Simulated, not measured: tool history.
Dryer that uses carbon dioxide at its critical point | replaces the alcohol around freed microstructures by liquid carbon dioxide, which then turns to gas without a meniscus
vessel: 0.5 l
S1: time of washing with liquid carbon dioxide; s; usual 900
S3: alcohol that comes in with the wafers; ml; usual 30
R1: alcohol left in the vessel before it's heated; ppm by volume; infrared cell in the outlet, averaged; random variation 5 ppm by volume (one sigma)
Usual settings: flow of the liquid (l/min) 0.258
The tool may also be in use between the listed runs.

Run 1, hour 0.0: usual settings. Result: R1 63 ppm by volume.
Run 2, hour 31.0: usual settings. Result: R1 59 ppm by volume.
Run 3, hour 67.5: usual settings but flow of the liquid (l/min) 0.288. Result: R1 37 ppm by volume.
Run 4, hour 88.9: usual settings but flow of the liquid (l/min) 0.288. Result: R1 53 ppm by volume.
Run 5, hour 118.2: usual settings but flow of the liquid (l/min) 0.288. Result: R1 45 ppm by volume.
Run 6, hour 144.3: usual settings but flow of the liquid (l/min) 0.288. Result: R1 48 ppm by volume.
Run 7, hour 181.4: usual settings but flow of the liquid (l/min) 0.288. Result: R1 57 ppm by volume.
Run 8, hour 216.7: usual settings but flow of the liquid (l/min) 0.288. Result: R1 57 ppm by volume.
Run 9, hour 240.9: usual settings but flow of the liquid (l/min) 0.288. Result: R1 68 ppm by volume.
Run 10, hour 261.4: usual settings but flow of the liquid (l/min) 0.288, S3 112 ml. Result: R1 156 ppm by volume.
Run 11, hour 285.6: usual settings but S1 840 s, flow of the liquid (l/min) 0.288, S3 112 ml. Result: R1 253 ppm by volume.
At hour 303.5: inlet filter changed.
Run 12, hour 328.4: usual settings but S1 840 s, flow of the liquid (l/min) 0.288, S3 112 ml. Result: R1 129 ppm by volume.
Run 13, hour 369.1: usual settings but S1 840 s, flow of the liquid (l/min) 0.288, S3 112 ml. Result: R1 131 ppm by volume.
Run 14, hour 401.6: usual settings but S1 840 s, flow of the liquid (l/min) 0.288, S3 112 ml. Result: R1 144 ppm by volume.
Run 15, hour 429.7: usual settings. Result: R1 93 ppm by volume.
Run 16, hour 473.1: usual settings but flow of the liquid (l/min) 0.341. Result: R1 49 ppm by volume.
Run 17, hour 495.0: usual settings but flow of the liquid (l/min) 0.341. Result: R1 56 ppm by volume.
Run 18, hour 529.9: usual settings but S1 660 s. Result: R1 399 ppm by volume.
Run 19, hour 550.0: usual settings but S1 660 s. Result: R1 403 ppm by volume.
Run 20, hour 582.4: usual settings but S1 660 s, S3 33 ml. Result: R1 471 ppm by volume.
Run 21, hour 619.6: usual settings but S1 660 s, S3 33 ml. Result: R1 522 ppm by volume.
Run 22, hour 638.9: usual settings but S3 25 ml. Result: R1 133 ppm by volume.
Run 23, hour 661.8: usual settings but S3 25 ml. Result: R1 130 ppm by volume.
Run 24, hour 683.9: usual settings but S1 1260 s, S3 53 ml. Result: R1 83 ppm by volume.
Run 25, hour 720.8: usual settings but S1 1080 s, flow of the liquid (l/min) 0.327, S3 54 ml. Result: R1 92 ppm by volume.
At hour 756.8: inlet filter changed.
Run 26, hour 759.9: usual settings but S1 1080 s, flow of the liquid (l/min) 0.327, S3 54 ml. Result: R1 69 ppm by volume.
Run 27, hour 798.5: usual settings but S1 1080 s, flow of the liquid (l/min) 0.199. Result: R1 143 ppm by volume.
Run 28, hour 824.0: usual settings but S1 540 s, flow of the liquid (l/min) 0.330, S3 32 ml. Result: R1 262 ppm by volume.
Run 29, hour 867.4: usual settings but S1 1380 s, flow of the liquid (l/min) 0.265. Result: R1 88 ppm by volume.
Run 30, hour 908.2: usual settings but S1 1020 s, flow of the liquid (l/min) 0.255, S3 45 ml. Result: R1 123 ppm by volume.
Run 31, hour 938.5: usual settings but S1 840 s, flow of the liquid (l/min) 0.242, S3 45 ml. Result: R1 259 ppm by volume.
Run 32, hour 969.1: usual settings but S1 840 s, flow of the liquid (l/min) 0.242, S3 45 ml. Result: R1 272 ppm by volume.
Run 33, hour 987.7: usual settings but S1 840 s, flow of the liquid (l/min) 0.242, S3 45 ml. Result: R1 290 ppm by volume.
Run 34, hour 1026.2: usual settings but S1 720 s, flow of the liquid (l/min) 0.155. Result: R1 2522 ppm by volume.
Run 35, hour 1062.3: usual settings but S1 540 s, S3 112 ml. Result: R1 3630 ppm by volume.
Run 36, hour 1100.1: usual settings but S1 540 s, S3 112 ml. Result: R1 3805 ppm by volume.
Run 37, hour 1141.2: usual settings but S1 540 s, S3 112 ml. Result: R1 4175 ppm by volume.
Run 38, hour 1176.9: usual settings but S1 1260 s, flow of the liquid (l/min) 0.412, S3 45 ml. Result: R1 116 ppm by volume.
At hour 1208.3: inlet filter changed.
Run 39, hour 1218.3: usual settings but S1 1080 s, flow of the liquid (l/min) 0.190, S3 26 ml. Result: R1 188 ppm by volume.
Run 40, hour 1260.2: usual settings but S1 1080 s, flow of the liquid (l/min) 0.190, S3 26 ml. Result: R1 204 ppm by volume.
Run 41, hour 1283.3: usual settings but S1 1080 s, flow of the liquid (l/min) 0.190, S3 26 ml. Result: R1 216 ppm by volume.
Run 42, hour 1305.2: usual settings but S3 40 ml. Result: R1 189 ppm by volume.
Run 43, hour 1334.7: usual settings but flow of the liquid (l/min) 0.427. Result: R1 125 ppm by volume.
Run 44, hour 1370.3: usual settings but flow of the liquid (l/min) 0.427, S3 21 ml. Result: R1 134 ppm by volume.
Run 45, hour 1410.3: usual settings but S1 660 s, flow of the liquid (l/min) 0.197, S3 46 ml. Result: R1 1948 ppm by volume.
Run 46, hour 1442.6: usual settings but S1 660 s, flow of the liquid (l/min) 0.197, S3 46 ml. Result: R1 2090 ppm by volume.

Forecast each of these 5 alternatives for the next run:
Run A, hour 1466.2: usual settings but S1 1320 s, flow of the liquid (l/min) 0.383, S3 37 ml. Result: R1 ?.
Run B, hour 1466.2: usual settings but flow of the liquid (l/min) 0.344. Result: R1 ?.
Run C, hour 1466.2: usual settings but S1 1440 s, flow of the liquid (l/min) 0.209, S3 60 ml. Result: R1 ?.
Run D, hour 1466.2: usual settings but S1 780 s. Result: R1 ?.
Run E, hour 1466.2: usual settings but S1 660 s, flow of the liquid (l/min) 0.204, S3 106 ml. Result: R1 ?.

run    R1
  A   141
  B   148
  C   155
  D   286
  E  4274
Without the tool's hidden state the same runs would have given:
run    R1
  A     4
  B     9
  C     9
  D    85
  E  2724
